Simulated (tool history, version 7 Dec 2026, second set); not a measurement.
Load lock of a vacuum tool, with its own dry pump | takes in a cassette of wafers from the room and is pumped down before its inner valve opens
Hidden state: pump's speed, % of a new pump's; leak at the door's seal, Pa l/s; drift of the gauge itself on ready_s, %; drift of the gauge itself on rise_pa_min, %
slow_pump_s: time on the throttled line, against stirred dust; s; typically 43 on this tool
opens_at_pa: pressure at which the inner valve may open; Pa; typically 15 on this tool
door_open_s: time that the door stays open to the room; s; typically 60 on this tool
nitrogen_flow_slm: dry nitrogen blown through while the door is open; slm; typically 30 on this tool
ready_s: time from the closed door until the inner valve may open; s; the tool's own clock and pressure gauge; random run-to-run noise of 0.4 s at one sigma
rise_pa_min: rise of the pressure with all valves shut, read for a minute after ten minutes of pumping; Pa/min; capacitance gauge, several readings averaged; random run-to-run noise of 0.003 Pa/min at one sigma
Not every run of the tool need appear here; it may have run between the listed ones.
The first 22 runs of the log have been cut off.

| run | hour | slow_pump_s | opens_at_pa | door_open_s | nitrogen_flow_slm | hours that the pump has run since its overhaul | times that the door has closed on its seal | incoming humidity of the room's air, % | ready_s | rise_pa_min |
|---|---|---|---|---|---|---|---|---|---|---|
| 23 | 3703.7 | 34 | 11 | 37 | 17 | 3767 | 46495 | 44.3 | 108.1 | 0.125 |
| 24 | 3893.3 | 34 | 11 | 37 | 17 | 3957 | 47289 | 44.4 | 108.2 | 0.129 |
| 25 | 4139.2 | 24 | 12 | 37 | 17 | 4203 | 48318 | 43.7 | 100.9 | 0.123 |
| 26 | 4388.2 | 43 | 10 | 60 | 36 | 4452 | 49361 | 46.9 | 116.4 | 0.135 |
| 27 | 4532.5 | 43 | 10 | 60 | 36 | 4596 | 49965 | 44.3 | 115.8 | 0.128 |
| 28 | 4636.6 | 43 | 24 | 221 | 30 | 4700 | 50401 | 48 | 107.2 | 0.162 |
| 29 | 4802.1 | 58 | 15 | 57 | 4 | 4866 | 51094 | 43.6 | 122.7 | 0.162 |
| 30 | 4958.4 | 58 | 15 | 57 | 4 | 5022 | 51749 | 42.2 | 123.7 | 0.168 |
| 31 | 5163.8 | 72 | 18 | 64 | 40 | 5227 | 52609 | 45.1 | 131.3 | 0.14 |
| 32 | 5339.3 | 30 | 17 | 119 | 5 | 5403 | 53344 | 46.2 | 102.4 | 0.201 |
| 33 | 5525.4 | 30 | 17 | 119 | 5 | 5589 | 54123 | 46.4 | 102.6 | 0.201 |
| 34 | 5670.3 | 30 | 17 | 119 | 5 | 5734 | 54730 | 47.3 | 103.4 | 0.2 |
| 35 | 5913.6 | 32 | 17 | 119 | 5 | 5977 | 55749 | 47.6 | 104.2 | 0.207 |
| 36 | 6108.3 | 32 | 17 | 119 | 5 | 6172 | 56564 | 45.8 | 104.9 | 0.21 |

3 ways to go on from here, each from the tool as it stands after run 36. What would each give?
| A | 6222.1 | 43 | 15 | 31 | 21 | 6286 | 57040 | 45.3 | ? | ? |
| B | 6222.1 | 43 | 15 | 116 | 30 | 6286 | 57040 | 44.3 | ? | ? |
| C | 6222.1 | 83 | 17 | 201 | 5 | 6286 | 57040 | 45.9 | ? | ? |

| run | ready_s | rise_pa_min |
|---|---|---|
| A | 114.1 | 0.16 |
| B | 113.2 | 0.167 |
| C | 141 | 0.234 |
Take away the tool's hidden state, keep each run's random variation, and the runs would have read:
| run | ready_s | rise_pa_min |
|---|---|---|
| A | 108.9 | 0.024 |
| B | 108 | 0.034 |
| C | 136.8 | 0.1 |
